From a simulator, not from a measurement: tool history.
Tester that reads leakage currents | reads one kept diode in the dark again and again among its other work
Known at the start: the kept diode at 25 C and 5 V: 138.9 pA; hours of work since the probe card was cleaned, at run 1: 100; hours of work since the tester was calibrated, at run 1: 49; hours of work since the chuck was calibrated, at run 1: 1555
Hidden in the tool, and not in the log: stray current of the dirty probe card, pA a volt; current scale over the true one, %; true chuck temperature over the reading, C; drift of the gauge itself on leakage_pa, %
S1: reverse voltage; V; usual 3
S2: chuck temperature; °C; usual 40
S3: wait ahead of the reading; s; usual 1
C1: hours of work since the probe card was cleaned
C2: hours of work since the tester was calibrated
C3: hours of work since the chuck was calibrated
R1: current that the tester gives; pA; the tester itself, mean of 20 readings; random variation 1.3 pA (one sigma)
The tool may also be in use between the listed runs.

run     day    S1  S2    S3   C1   C2    C3       R1
  1       0     3  40     1  100   49  1555   468.99
  2   1.571     3  40  1.76  115   64  1571   470.25
  3   3.292     3  40  1.76  132   80  1587    475.3
  4   4.996     3  40     1  148   97  1604   470.86
  5   6.708     3  40     1  165  114  1620   472.28
      7.146  -- chuck's temperature calibrated
  6   8.483     3  40     1  181  130    13   498.23
  7  10.225     3  40     1  198  147    30   494.86
  8  11.942     3  40     1  215  163    46   497.22
  9  12.946     3  40     1  225  173    56   500.06
 10      15     3  40     1  244  193    76   494.81
 11  16.458     3  40  3.31  259  207    90   496.42
 12  17.329  3.61  40  3.31  267  215    98   544.98
     18.554  -- chuck's temperature calibrated, once more
 13  19.333  3.61  40  3.31  285  234     8   486.46
 14  20.275     3  40     1  295  243    17   444.81
 15  21.558     3  40  1.42  307  256    29    442.3
 16  22.875     3  40  1.42  320  268    42   446.29
 17  24.138  1.69  48  1.42  332  280    54   674.26
 18  25.196  1.69  48  1.42  342  291    64   670.95
 19  26.529  1.28  40   9.2  355  304    77   297.97
 20  28.171  1.24  25   8.6  371  319    93    73.48
 21  29.142  4.47  25   0.4  380  329   102   140.11
 22  30.025     3  20  0.33  389  337   111    73.11
 23  31.329     3  20  0.33  401  350   124    72.53
 24  33.108  1.11  29     1  419  367   141   102.93
 25  34.446  2.96  58  4.96  432  380   154  1980.25
 26  35.525  2.96  58  4.96  442  391   164  1991.36
 27  37.429  2.96  58  4.96  460  409   183  1989.12
 28  39.004  2.96  58  4.96  476  424   198  2006.27
 29  40.925  10.5  42  2.78  494  443   216   977.48
 30  42.342  4.89  41  4.97  508  456   230   619.02
 31    43.9  9.22  42  1.21  523  472   245   927.12

How the hidden state differs across the entries between the runs, from the last listed run before each to the first after it:
Between runs 5 and 6: chuck's temperature calibrated (day 7.146)
  stray current of the dirty probe card, pA a volt: 0.398 -> 0.439; current scale over the true one, %: -0.1 -> -0.09; true chuck temperature over the reading, C: 0.78 -> 1.33
  measured less the result without the state, R1: +32.05 -> +55.74 pA
Between runs 12 and 13: chuck's temperature calibrated, once more (day 18.554)
  stray current of the dirty probe card, pA a volt: 0.637 -> 0.682; current scale over the true one, %: -0.05 -> -0.04; true chuck temperature over the reading, C: 1.37 -> 0.07
  measured less the result without the state, R1: +63.62 -> +5.06 pA
